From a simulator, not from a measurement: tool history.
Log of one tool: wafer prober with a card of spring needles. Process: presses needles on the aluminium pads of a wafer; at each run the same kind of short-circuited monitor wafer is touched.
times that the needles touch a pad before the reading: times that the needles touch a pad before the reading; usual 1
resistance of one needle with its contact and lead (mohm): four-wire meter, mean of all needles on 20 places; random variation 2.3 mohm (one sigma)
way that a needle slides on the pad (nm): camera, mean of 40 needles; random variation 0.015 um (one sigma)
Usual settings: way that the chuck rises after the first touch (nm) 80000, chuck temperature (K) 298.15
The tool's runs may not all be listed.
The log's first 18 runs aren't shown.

| run | hour | way that the chuck rises after the first touch (nm) | chuck temperature (K) | times that the needles touch a pad before the reading | touches since the tips were cleaned | cleanings since the card got new needles | touches since the first contact's height was set | resistance of one needle with its contact and lead (mohm) | way that a needle slides on the pad (nm) |
|---|---|---|---|---|---|---|---|---|---|
| 19 | 140.4 | 87000 | 343.15 | 3 | 1990 | 25 | 47701 | 273 | 18300 |
| 20 | 146.2 | 92000 | 394.15 | 1 | 4302 | 25 | 50013 | 308 | 19290 |
|  | 147.8 | tips cleaned on abrasive film |
| 21 | 153.6 | 92000 | 322.15 | 2 | 2354 | 26 | 52955 | 274 | 19280 |
|  | 160.1 | tips cleaned on abrasive film |
| 22 | 161.3 | 79000 | 322.15 | 1 | 490 | 27 | 56004 | 272 | 16530 |
| 23 | 169.1 | 79000 | 322.15 | 1 | 3638 | 27 | 59152 | 295 | 16530 |
|  | 172.6 | tips cleaned on abrasive film |
| 24 | 177 | 79000 | 322.15 | 1 | 1792 | 28 | 62294 | 284 | 16510 |
| 25 | 183.1 | 79000 | 322.15 | 1 | 4217 | 28 | 64719 | 298 | 16510 |
|  | 185 | tips cleaned on abrasive film |
| 26 | 188.3 | 79000 | 322.15 | 1 | 1340 | 29 | 66772 | 278 | 16500 |
| 27 | 196.4 | 79000 | 323.15 | 2 | 4610 | 29 | 70042 | 283 | 16490 |
|  | 197.3 | tips cleaned on abrasive film |
| 28 | 205.6 | 80000 | 331.15 | 1 | 3342 | 30 | 73692 | 294 | 16710 |
|  | 209.6 | tips cleaned on abrasive film |
| 29 | 211.3 | 80000 | 331.15 | 1 | 663 | 31 | 75925 | 277 | 16690 |
| 30 | 216.7 | 80000 | 331.15 | 1 | 2864 | 31 | 78126 | 291 | 16690 |
|  | 220.4 | height of the first contact set anew |
|  | 222 | tips cleaned on abrasive film |
| 31 | 227.2 | 85000 | 334.15 | 3 | 2096 | 32 | 2685 | 271 | 17970 |
|  | 234.2 | tips cleaned on abrasive film |
| 32 | 234.2 | 85000 | 334.15 | 3 | 0 | 33 | 5456 | 264 | 17960 |
| 33 | 244.3 | 64000 | 334.15 | 1 | 4083 | 33 | 9539 | 315 | 13520 |
|  | 246.4 | tips cleaned on abrasive film |
| 34 | 249.5 | 64000 | 334.15 | 1 | 1264 | 34 | 11597 | 295 | 13520 |
|  | 258.5 | tips cleaned on abrasive film |
| 35 | 259.4 | 64000 | 334.15 | 1 | 363 | 35 | 15512 | 276 | 13480 |

3 ways to go on from here, each from the tool as it stands after run 35. What would each give?
| A | 266.7 | 74000 | 318.15 | 2 | 3309 | 35 | 18458 | ? | ? |
| B | 266.7 | 98000 | 298.15 | 1 | 3309 | 35 | 18458 | ? | ? |
| C | 266.7 | 85000 | 298.15 | 3 | 3309 | 35 | 18458 | ? | ? |

| run | resistance of one needle with its contact and lead (mohm) | way that a needle slides on the pad (nm) |
|---|---|---|
| A | 282 | 15620 |
| B | 274 | 20690 |
| C | 268 | 17930 |
Without the tool's hidden state the same runs would have given:
| run | resistance of one needle with its contact and lead (mohm) | way that a needle slides on the pad (nm) |
|---|---|---|
| A | 262 | 15680 |
| B | 252 | 20760 |
| C | 258 | 17990 |
